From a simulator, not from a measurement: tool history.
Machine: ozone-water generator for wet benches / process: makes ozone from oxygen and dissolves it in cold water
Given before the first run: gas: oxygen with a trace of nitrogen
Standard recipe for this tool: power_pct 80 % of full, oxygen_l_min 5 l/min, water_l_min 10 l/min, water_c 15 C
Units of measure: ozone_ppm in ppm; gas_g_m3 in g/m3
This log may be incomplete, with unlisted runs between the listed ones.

| run | hour | power_pct | oxygen_l_min | water_l_min | water_c | ozone_ppm | gas_g_m3 |
|---|---|---|---|---|---|---|---|
| 1 | 0 | 80 | 5 | 10 | 15 | 29.4 | 228.4 |
| 2 | 20 | 80 | 5 | 10 | 15 | 29.4 | 228.8 |
| 3 | 41.9 | 47 | 5 | 10 | 15 | 18.8 | 144.1 |
| 4 | 75.4 | 80 | 5 | 10 | 15 | 29.5 | 225.6 |
| 5 | 94.8 | 80 | 5 | 10 | 15 | 29.3 | 227.4 |
| 6 | 128.8 | 80 | 5 | 9 | 15 | 32.1 | 224.7 |
| 7 | 160.8 | 80 | 5 | 9 | 15 | 31.9 | 224.4 |
| 8 | 206.6 | 80 | 5 | 9 | 15 | 31.8 | 222.6 |
| 9 | 229.7 | 80 | 5 | 9 | 15 | 31.8 | 221.8 |
| 10 | 250.7 | 80 | 5 | 11 | 15 | 27.2 | 224.3 |
| 11 | 280.8 | 80 | 5 | 10 | 15 | 29.6 | 224.6 |
| 12 | 304.8 | 80 | 5 | 10 | 15 | 29.3 | 224.5 |
| 13 | 333.3 | 67 | 5 | 10 | 15 | 25.3 | 192.2 |
| 14 | 372.8 | 67 | 5 | 10 | 15 | 25.6 | 191.8 |
| 15 | 400.2 | 57 | 5 | 10 | 15 | 22 | 164.6 |
| 16 | 422.1 | 57 | 5 | 10 | 15 | 22 | 166.9 |
|  | 430.1 | gauge calibrated |
| 17 | 464.9 | 57 | 5 | 10 | 15 | 22 | 167.8 |
| 18 | 507.2 | 57 | 5 | 10 | 15 | 22.1 | 167.3 |
| 19 | 530.1 | 57 | 5 | 10 | 15 | 22.2 | 168.5 |
| 20 | 561.9 | 57 | 5 | 10 | 15 | 22.1 | 168.1 |
| 21 | 602.2 | 80 | 3.58 | 15 | 10 | 21.6 | 270.6 |
| 22 | 646 | 80 | 3.58 | 15 | 10 | 21.7 | 270.7 |
| 23 | 667.7 | 44 | 5.84 | 10 | 15 | 17.1 | 124 |
| 24 | 699.8 | 44 | 5.84 | 10 | 15 | 17 | 121.6 |
| 25 | 741.9 | 80 | 6.53 | 10 | 19 | 26 | 195.3 |
| 26 | 765.8 | 55 | 3.38 | 12 | 16 | 18 | 198.9 |
| 27 | 799.2 | 41 | 5 | 10 | 17 | 15.8 | 124.8 |
|  | 806.6 | gauge calibrated |
| 28 | 844.5 | 56 | 4.61 | 10 | 14 | 22.4 | 173 |
| 29 | 878.4 | 84 | 5.32 | 14 | 12 | 23.8 | 229.3 |
| 30 | 903.7 | 72 | 2.83 | 13 | 9 | 22.9 | 277.5 |
|  | 909.1 | water thermometer calibrated |
| 31 | 927.8 | 72 | 2.83 | 13 | 9 | 22.9 | 279.9 |
| 32 | 953.3 | 72 | 2.83 | 13 | 9 | 22.7 | 277.6 |
| 33 | 998.7 | 87 | 5 | 9 | 15 | 34.3 | 243 |
| 34 | 1021.5 | 87 | 5 | 9 | 15 | 34.6 | 240.6 |

Alternative continuations, all from the tool just after run 34; predict every row:
| A | 1057.2 | 84 | 5 | 8 | 19 | ? | ? |
| B | 1057.2 | 87 | 5 | 9 | 13 | ? | ? |
| C | 1057.2 | 87 | 5 | 9 | 12 | ? | ? |

| run | ozone_ppm | gas_g_m3 |
|---|---|---|
| A | 34 | 235.6 |
| B | 35.7 | 241.3 |
| C | 36.2 | 239.8 |
With the hidden condition removed and each run's random variation left untouched, the same runs would have given:
| run | ozone_ppm | gas_g_m3 |
|---|---|---|
| A | 34 | 239.5 |
| B | 35.7 | 245.3 |
| C | 36.2 | 243.8 |

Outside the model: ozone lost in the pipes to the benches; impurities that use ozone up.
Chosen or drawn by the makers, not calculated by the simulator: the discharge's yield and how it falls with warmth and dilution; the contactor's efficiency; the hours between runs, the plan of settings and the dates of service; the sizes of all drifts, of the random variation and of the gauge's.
